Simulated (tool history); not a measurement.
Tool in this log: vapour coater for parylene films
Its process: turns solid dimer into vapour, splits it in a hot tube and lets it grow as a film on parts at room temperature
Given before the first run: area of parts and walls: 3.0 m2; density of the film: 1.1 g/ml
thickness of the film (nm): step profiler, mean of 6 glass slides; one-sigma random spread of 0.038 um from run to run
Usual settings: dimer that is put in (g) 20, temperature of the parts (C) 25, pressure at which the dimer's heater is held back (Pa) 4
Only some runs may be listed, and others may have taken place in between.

run	hour	dimer that is put in (g)	temperature of the parts (C)	pressure at which the dimer's heater is held back (Pa)	thickness of the film (nm)
1	0	20	25	4	3980
2	23.7	20	25	4	3890
3	64.1	20	32	4	2880
4	105.6	20	32	4	2970
5	146.8	20	32	4	2950
6	187.4	20	32	3.25	3030
7	219.4	20	32	3.25	3060
8	260.8	20	32	3.25	3030
9	310.2	20	32	3.25	3030
10	349.3	20	32	3.25	3040
11	386.8	20	19	3.25	5410
12	412.7	20	19	3.25	5380

Expected results for the next run?
13	446.9	20	19	3.25	?

thickness of the film (nm): 5360
Without the tool's hidden state the same run would have given thickness of the film (nm) 5390.

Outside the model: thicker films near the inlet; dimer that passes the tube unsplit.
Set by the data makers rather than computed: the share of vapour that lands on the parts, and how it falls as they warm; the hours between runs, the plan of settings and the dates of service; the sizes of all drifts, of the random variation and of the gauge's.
